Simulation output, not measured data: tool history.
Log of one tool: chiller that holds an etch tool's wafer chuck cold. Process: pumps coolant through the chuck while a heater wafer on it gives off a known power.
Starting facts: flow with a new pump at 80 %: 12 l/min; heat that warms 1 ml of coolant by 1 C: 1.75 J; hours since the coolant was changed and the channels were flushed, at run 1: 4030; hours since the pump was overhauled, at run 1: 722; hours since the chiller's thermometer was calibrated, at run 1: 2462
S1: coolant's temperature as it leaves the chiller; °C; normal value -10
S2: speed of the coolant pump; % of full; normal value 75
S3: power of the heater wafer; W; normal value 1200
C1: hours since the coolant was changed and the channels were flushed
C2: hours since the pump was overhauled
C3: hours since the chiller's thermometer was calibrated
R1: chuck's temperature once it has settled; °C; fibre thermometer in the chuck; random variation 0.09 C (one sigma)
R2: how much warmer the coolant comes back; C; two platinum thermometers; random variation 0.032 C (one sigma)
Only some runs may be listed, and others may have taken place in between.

Run 1, hour 0.0: usual settings; C1 4030; C2 722; C3 2462. Result: R1 -1.60 °C, R2 3.66 C.
Run 2, hour 34.3: usual settings; C1 4064; C2 756; C3 2497. Result: R1 -1.94 °C, R2 3.60 C.
Run 3, hour 96.7: usual settings but S1 -6 °C; C1 4126; C2 819; C3 2559. Result: R1 2.33 °C, R2 3.65 C.
Run 4, hour 160.6: usual settings but S1 -6 °C; C1 4190; C2 882; C3 2623. Result: R1 2.42 °C, R2 3.64 C.
Run 5, hour 192.4: usual settings but S1 -6 °C; C1 4222; C2 914; C3 2655. Result: R1 2.22 °C, R2 3.57 C.
Run 6, hour 227.3: usual settings but S1 -6 °C; C1 4257; C2 949; C3 2690. Result: R1 2.34 °C, R2 3.61 C.
Run 7, hour 272.2: usual settings but S1 -6 °C; C1 4302; C2 994; C3 2735. Result: R1 2.02 °C, R2 3.60 C.
Run 8, hour 313.4: usual settings but S1 -6 °C; C1 4343; C2 1035; C3 2776. Result: R1 2.19 °C, R2 3.61 C.
Run 9, hour 345.5: usual settings but S1 -6 °C; C1 4375; C2 1067; C3 2808. Result: R1 2.24 °C, R2 3.59 C.
Run 10, hour 376.7: usual settings but S1 -6 °C; C1 4406; C2 1099; C3 2839. Result: R1 2.19 °C, R2 3.55 C.
Run 11, hour 444.1: usual settings but S1 -6 °C; C1 4474; C2 1166; C3 2907. Result: R1 2.39 °C, R2 3.64 C.
Run 12, hour 499.7: usual settings but S3 1257 W; C1 4529; C2 1222; C3 2962. Result: R1 -1.38 °C, R2 3.78 C.
Run 13, hour 535.2: usual settings but S3 1257 W; C1 4565; C2 1257; C3 2998. Result: R1 -1.34 °C, R2 3.75 C.
Run 14, hour 562.9: usual settings but S3 1257 W; C1 4593; C2 1285; C3 3025. Result: R1 -1.27 °C, R2 3.71 C.
Run 15, hour 606.7: usual settings but S3 1257 W; C1 4636; C2 1329; C3 3069. Result: R1 -1.56 °C, R2 3.70 C.
Run 16, hour 651.8: usual settings but S3 1257 W; C1 4681; C2 1374; C3 3114. Result: R1 -1.41 °C, R2 3.73 C.
Run 17, hour 696.7: usual settings but S3 1257 W; C1 4726; C2 1419; C3 3159. Result: R1 -1.39 °C, R2 3.74 C.
Run 18, hour 737.8: usual settings but S3 1257 W; C1 4767; C2 1460; C3 3200. Result: R1 -1.22 °C, R2 3.69 C.
Run 19, hour 804.2: usual settings but S1 -2 °C, S2 67 % of full, S3 1041 W; C1 4834; C2 1526; C3 3267. Result: R1 5.73 °C, R2 3.39 C.
Run 20, hour 832.2: usual settings but S1 -9 °C, S2 93 % of full, S3 1022 W; C1 4862; C2 1554; C3 3295. Result: R1 -2.84 °C, R2 2.38 C.
Run 21, hour 894.7: usual settings but S1 -9 °C, S2 93 % of full, S3 1022 W; C1 4924; C2 1617; C3 3357. Result: R1 -2.90 °C, R2 2.41 C.
Run 22, hour 953.6: usual settings but S1 -18 °C, S2 93 % of full, S3 1006 W; C1 4983; C2 1675; C3 3416. Result: R1 -11.78 °C, R2 2.32 C.
At hour 966.9: chiller's thermometer calibrated.
Run 23, hour 1019.2: usual settings but S1 -7 °C, S2 88 % of full; C1 5048; C2 1740; C3 52. Result: R1 0.57 °C, R2 2.97 C.
Run 24, hour 1074.7: usual settings but S1 -14 °C, S3 1408 W; C1 5103; C2 1796; C3 108. Result: R1 -4.34 °C, R2 4.09 C.
Run 25, hour 1133.2: usual settings but S1 -4 °C, S2 77 % of full; C1 5162; C2 1854; C3 166. Result: R1 4.21 °C, R2 3.40 C.
Run 26, hour 1181.7: usual settings but S2 82 % of full, S3 919 W; C1 5210; C2 1903; C3 215. Result: R1 -4.01 °C, R2 2.37 C.
Run 27, hour 1228.9: usual settings but S1 -7 °C, S2 97 % of full, S3 656 W; C1 5258; C2 1950; C3 262. Result: R1 -3.09 °C, R2 1.40 C.
Run 28, hour 1264.9: usual settings but S2 83 % of full; C1 5294; C2 1986; C3 298. Result: R1 -2.24 °C, R2 3.10 C.
At hour 1297.1: coolant changed, channels flushed.
Run 29, hour 1321.9: usual settings but S1 -8 °C, S2 83 % of full, S3 687 W; C1 25; C2 2037; C3 349. Result: R1 -3.43 °C, R2 1.66 C.
Run 30, hour 1365.9: usual settings but S1 0 °C, S2 72 % of full, S3 1013 W; C1 69; C2 2081; C3 393. Result: R1 7.16 °C, R2 2.96 C.
Run 31, hour 1410.1: usual settings but S1 0 °C, S2 72 % of full, S3 1013 W; C1 113; C2 2125; C3 437. Result: R1 7.04 °C, R2 2.93 C.
Run 32, hour 1440.6: usual settings but S1 -4 °C, S3 1771 W; C1 143; C2 2155; C3 468. Result: R1 8.28 °C, R2 5.12 C.
Run 33, hour 1509.0: usual settings but S1 -4 °C, S3 1771 W; C1 212; C2 2224; C3 536. Result: R1 8.10 °C, R2 5.11 C.

Consider 3 possible next runs. They are alternatives, not a sequence: every one starts from the tool as it was left by run 33. What does each give?
Run A, hour 1566.2: usual settings but S1 -12 °C, S2 67 % of full, S3 1064 W; C1 269; C2 2281; C3 593. Result: R1 ?, R2 ?.
Run B, hour 1566.2: usual settings but S1 -15 °C, S2 78 % of full, S3 661 W; C1 269; C2 2281; C3 593. Result: R1 ?, R2 ?.
Run C, hour 1566.2: usual settings but S1 -2 °C, S2 89 % of full, S3 1123 W; C1 269; C2 2281; C3 593. Result: R1 ?, R2 ?.

run      R1    R2
  A   -4.12  3.31
  B  -10.42  1.65
  C    4.93  2.62
Without the tool's unlogged condition, the same runs would have read:
run      R1    R2
  A   -4.12  3.57
  B  -10.42  1.91
  C    4.92  2.88
